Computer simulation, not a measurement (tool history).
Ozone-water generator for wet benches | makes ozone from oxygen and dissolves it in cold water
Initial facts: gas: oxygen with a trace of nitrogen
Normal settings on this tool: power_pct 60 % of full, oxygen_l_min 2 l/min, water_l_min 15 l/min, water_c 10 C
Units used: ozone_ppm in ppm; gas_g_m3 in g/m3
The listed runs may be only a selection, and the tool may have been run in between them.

Run 1, hour 0: usual settings. Result: ozone_ppm 21.1 ppm, gas_g_m3 254.3 g/m3.
Run 2, hour 68.1: usual settings. Result: ozone_ppm 20.9 ppm, gas_g_m3 251.3 g/m3.
Run 3, hour 141.3: usual settings. Result: ozone_ppm 21 ppm, gas_g_m3 253.5 g/m3.
Run 4, hour 217.6: usual settings. Result: ozone_ppm 21.1 ppm, gas_g_m3 253.6 g/m3.
Run 5, hour 302.7: usual settings. Result: ozone_ppm 21.1 ppm, gas_g_m3 253.6 g/m3.
Run 6, hour 386.1: usual settings. Result: ozone_ppm 21.3 ppm, gas_g_m3 254.3 g/m3.
Run 7, hour 470.4: usual settings. Result: ozone_ppm 20.9 ppm, gas_g_m3 252.9 g/m3.
Run 8, hour 532.3: usual settings but power_pct 40 % of full. Result: ozone_ppm 16.5 ppm, gas_g_m3 200.4 g/m3.
Run 9, hour 573.6: usual settings. Result: ozone_ppm 21.1 ppm, gas_g_m3 254.9 g/m3.
Run 10, hour 668: usual settings but water_l_min 17 l/min. Result: ozone_ppm 18.6 ppm, gas_g_m3 253.1 g/m3.
Run 11, hour 758.2: usual settings but water_l_min 17 l/min. Result: ozone_ppm 18.7 ppm, gas_g_m3 254.7 g/m3.
Run 12, hour 824.9: usual settings but water_l_min 14 l/min. Result: ozone_ppm 22.4 ppm, gas_g_m3 254.9 g/m3.
Run 13, hour 888.6: usual settings but water_l_min 14 l/min. Result: ozone_ppm 22.1 ppm, gas_g_m3 254.5 g/m3.
Run 14, hour 939.7: usual settings but power_pct 42 % of full. Result: ozone_ppm 16.9 ppm, gas_g_m3 207 g/m3.
Run 15, hour 1030.3: usual settings. Result: ozone_ppm 21.2 ppm, gas_g_m3 254.4 g/m3.
Run 16, hour 1090.1: usual settings. Result: ozone_ppm 21 ppm, gas_g_m3 253.3 g/m3.
Run 17, hour 1132: usual settings. Result: ozone_ppm 21 ppm, gas_g_m3 253.4 g/m3.
Run 18, hour 1211.2: usual settings. Result: ozone_ppm 20.8 ppm, gas_g_m3 254.5 g/m3.

For run 19, what comes out?
Run 19, hour 1251.9: usual settings but power_pct 43 % of full, water_c 9 C. Result: ozone_ppm ?, gas_g_m3 ?.

Run 19 came out at ozone_ppm 17.4 ppm, gas_g_m3 208.3 g/m3.
Without the tool's hidden state the same run would have given ozone_ppm 17.4 ppm, gas_g_m3 208.4 g/m3.

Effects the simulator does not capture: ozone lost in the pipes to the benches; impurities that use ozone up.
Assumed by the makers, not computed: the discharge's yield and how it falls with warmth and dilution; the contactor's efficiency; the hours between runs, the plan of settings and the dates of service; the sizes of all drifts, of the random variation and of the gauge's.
